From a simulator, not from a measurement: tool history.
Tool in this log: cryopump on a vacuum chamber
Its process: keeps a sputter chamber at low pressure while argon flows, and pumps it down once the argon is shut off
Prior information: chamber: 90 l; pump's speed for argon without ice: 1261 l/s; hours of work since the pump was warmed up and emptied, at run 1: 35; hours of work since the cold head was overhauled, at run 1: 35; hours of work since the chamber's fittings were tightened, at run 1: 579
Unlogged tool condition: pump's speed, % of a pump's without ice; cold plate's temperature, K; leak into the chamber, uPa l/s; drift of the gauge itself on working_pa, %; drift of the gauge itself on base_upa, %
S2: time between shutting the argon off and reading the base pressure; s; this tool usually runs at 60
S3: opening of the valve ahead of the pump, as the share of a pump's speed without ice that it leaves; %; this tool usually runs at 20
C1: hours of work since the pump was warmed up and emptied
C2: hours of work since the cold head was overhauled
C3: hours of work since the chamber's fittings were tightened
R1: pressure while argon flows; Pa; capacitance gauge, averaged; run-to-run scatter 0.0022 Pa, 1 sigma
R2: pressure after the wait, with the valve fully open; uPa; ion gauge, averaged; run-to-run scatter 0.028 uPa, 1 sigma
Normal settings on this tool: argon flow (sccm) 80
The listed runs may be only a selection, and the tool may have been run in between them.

Run 1, hour 0: usual settings; C1 35; C2 35; C3 579. Result: R1 0.5396 Pa, R2 1.9 uPa.
Run 2, hour 35.4: usual settings but S2 90 s; C1 59; C2 59; C3 602. Result: R1 0.5391 Pa, R2 1.63 uPa.
Run 3, hour 64.5: usual settings but S2 90 s, S3 44 %; C1 78; C2 78; C3 622. Result: R1 0.2492 Pa, R2 1.63 uPa.
Run 4, hour 87.1: usual settings but S2 90 s, S3 44 %; C1 93; C2 93; C3 637. Result: R1 0.2505 Pa, R2 1.65 uPa.
Run 5, hour 115.4: usual settings but argon flow (sccm) 56; C1 112; C2 112; C3 656. Result: R1 0.3814 Pa, R2 2.04 uPa.
Run 6, hour 157.8: usual settings but S2 25 s; C1 140; C2 140; C3 684. Result: R1 0.5453 Pa, R2 3.66 uPa.
Run 7, hour 202.8: usual settings but S2 25 s; C1 170; C2 170; C3 714. Result: R1 0.5492 Pa, R2 3.67 uPa.
Run 8, hour 252.7: usual settings but S2 25 s; C1 204; C2 204; C3 747. Result: R1 0.5486 Pa, R2 3.74 uPa.
Run 9, hour 297.2: usual settings; C1 233; C2 233; C3 777. Result: R1 0.5502 Pa, R2 2.31 uPa.
Run 10, hour 331.9: usual settings; C1 257; C2 257; C3 800. Result: R1 0.5561 Pa, R2 2.32 uPa.
Run 11, hour 382.5: usual settings; C1 290; C2 290; C3 834. Result: R1 0.5547 Pa, R2 2.35 uPa.
Run 12, hour 426.2: usual settings but argon flow (sccm) 95; C1 320; C2 320; C3 863. Result: R1 0.6594 Pa, R2 2.4 uPa.
Run 13, hour 461.6: usual settings but argon flow (sccm) 95; C1 343; C2 343; C3 887. Result: R1 0.6602 Pa, R2 2.46 uPa.
Run 14, hour 492.4: usual settings but argon flow (sccm) 95; C1 364; C2 364; C3 908. Result: R1 0.6677 Pa, R2 2.56 uPa.
Run 15, hour 517.8: usual settings but argon flow (sccm) 49; C1 381; C2 381; C3 925. Result: R1 0.3433 Pa, R2 2.56 uPa.
Run 16, hour 556.6: usual settings but argon flow (sccm) 49, S3 40 %; C1 407; C2 407; C3 950. Result: R1 0.18 Pa, R2 2.56 uPa.
Run 17, hour 608.2: usual settings but argon flow (sccm) 49, S3 40 %; C1 441; C2 441; C3 985. Result: R1 0.1826 Pa, R2 2.68 uPa.
Run 18, hour 648.2: usual settings but S3 15 %; C1 468; C2 468; C3 1012. Result: R1 0.7504 Pa, R2 2.69 uPa.
Run 19, hour 696.4: usual settings but argon flow (sccm) 123, S2 31 s; C1 500; C2 500; C3 1044. Result: R1 0.8738 Pa, R2 3.95 uPa.
Run 20, hour 726.5: usual settings but argon flow (sccm) 85, S2 55 s, S3 25 %; C1 520; C2 520; C3 1064. Result: R1 0.4947 Pa, R2 2.92 uPa.
Run 21, hour 755.4: usual settings but argon flow (sccm) 85, S2 55 s, S3 25 %; C1 539; C2 539; C3 1083. Result: R1 0.4963 Pa, R2 3.11 uPa.
Run 22, hour 786.4: usual settings but argon flow (sccm) 48, S3 30 %; C1 560; C2 560; C3 1104. Result: R1 0.2382 Pa, R2 3.03 uPa.
Run 23, hour 824.2: usual settings but argon flow (sccm) 48, S3 30 %; C1 585; C2 585; C3 1129. Result: R1 0.2401 Pa, R2 3.08 uPa.
Run 24, hour 852.3: usual settings but argon flow (sccm) 48, S3 30 %; C1 604; C2 604; C3 1148. Result: R1 0.2406 Pa, R2 3.08 uPa.
Run 25, hour 895.8: usual settings but argon flow (sccm) 85, S2 157 s; C1 633; C2 633; C3 1177. Result: R1 0.6195 Pa, R2 2.51 uPa.
Run 26, hour 924.9: usual settings but argon flow (sccm) 85, S2 157 s; C1 653; C2 653; C3 1196. Result: R1 0.6267 Pa, R2 2.59 uPa.
At hour 940.8: pump warmed up, emptied and cooled again.
Run 27, hour 984.9: usual settings but argon flow (sccm) 58, S2 27 s, S3 21 %; C1 29; C2 689; C3 1233. Result: R1 0.3685 Pa, R2 4.01 uPa.
Run 28, hour 1010.6: usual settings but argon flow (sccm) 58, S2 27 s, S3 21 %; C1 47; C2 707; C3 1250. Result: R1 0.3706 Pa, R2 3.97 uPa.
Run 29, hour 1050.3: usual settings but argon flow (sccm) 61, S2 48 s, S3 24 %; C1 73; C2 733; C3 1277. Result: R1 0.3441 Pa, R2 2.91 uPa.

Predict each of these 4 candidate next runs independently; none follows another, all start after run 29:
Run A, hour 1073.5: usual settings but argon flow (sccm) 54, S2 69 s, S3 25 %; C1 89; C2 749; C3 1292. Result: R1 ?, R2 ?.
Run B, hour 1073.5: usual settings but argon flow (sccm) 101, S2 149 s, S3 30 %; C1 89; C2 749; C3 1292. Result: R1 ?, R2 ?.
Run C, hour 1073.5: usual settings but argon flow (sccm) 47, S2 210 s, S3 24 %; C1 89; C2 749; C3 1292. Result: R1 ?, R2 ?.
Run D, hour 1073.5: usual settings but S3 22 %; C1 89; C2 749; C3 1292. Result: R1 ?, R2 ?.

run      R1    R2
  A  0.2942  2.58
  B  0.4584  2.17
  C  0.2665  1.91
  D  0.4965  2.77
Had the tool no hidden state, the same runs would have come out as:
run      R1    R2
  A  0.2904  1.17
  B  0.4513  0.72
  C  0.2632  0.49
  D  0.4909  1.34
